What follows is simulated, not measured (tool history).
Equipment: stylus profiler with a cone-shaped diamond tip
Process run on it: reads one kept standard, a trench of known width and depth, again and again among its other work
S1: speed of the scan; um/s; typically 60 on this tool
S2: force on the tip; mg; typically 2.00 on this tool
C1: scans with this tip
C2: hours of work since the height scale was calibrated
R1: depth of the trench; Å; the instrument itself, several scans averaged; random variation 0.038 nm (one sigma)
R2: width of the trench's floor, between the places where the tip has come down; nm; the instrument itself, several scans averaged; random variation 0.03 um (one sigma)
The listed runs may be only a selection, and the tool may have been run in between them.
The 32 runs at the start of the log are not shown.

| run | hour | S1 | S2 | C1 | C2 | R1 | R2 |
|---|---|---|---|---|---|---|---|
| 33 | 1030.8 | 89 | 4.18 | 10444 | 242 | 1007.1 | 18100 |
| 34 | 1071.1 | 15 | 0.81 | 10604 | 266 | 1002.5 | 18300 |
| 35 | 1098.4 | 137 | 2.00 | 10713 | 283 | 1004.1 | 17730 |
| 36 | 1136.7 | 137 | 2.00 | 10865 | 306 | 1004.6 | 17710 |
| 37 | 1179.3 | 137 | 2.00 | 11034 | 332 | 1003.5 | 17670 |
| 38 | 1210.6 | 40 | 1.08 | 11159 | 351 | 1001.8 | 18050 |
| 39 | 1256.6 | 62 | 4.04 | 11342 | 378 | 1006.3 | 18060 |
| 40 | 1292.5 | 62 | 4.04 | 11484 | 400 | 1006.8 | 18100 |
| 41 | 1328.0 | 51 | 0.79 | 11625 | 422 | 1001.2 | 18010 |
| 42 | 1363.4 | 108 | 2.93 | 11766 | 443 | 1005.3 | 17900 |
| 43 | 1394.2 | 108 | 2.93 | 11889 | 462 | 1004.4 | 17930 |
| 44 | 1429.2 | 52 | 0.70 | 12028 | 483 | 1001.4 | 17900 |
| 45 | 1468.5 | 55 | 2.27 | 12184 | 506 | 1004.0 | 18150 |
| 46 | 1501.7 | 15 | 0.71 | 12316 | 527 | 1000.7 | 18200 |
| 47 | 1531.7 | 19 | 3.09 | 12435 | 545 | 1004.5 | 18270 |

Branching from run 47: 3 alternative next runs. What would each branch give?
| A | 1556.3 | 19 | 1.44 | 12533 | 559 | ? | ? |
| B | 1556.3 | 112 | 3.64 | 12533 | 559 | ? | ? |
| C | 1556.3 | 84 | 1.19 | 12533 | 559 | ? | ? |

| run | R1 | R2 |
|---|---|---|
| A | 1002.2 | 18180 |
| B | 1005.8 | 17950 |
| C | 1001.4 | 17750 |
The same runs, with their run-to-run variation unchanged, on a tool lacking any hidden condition would have given:
| run | R1 | R2 |
|---|---|---|
| A | 1004.1 | 18560 |
| B | 1007.8 | 18320 |
| C | 1003.3 | 18130 |
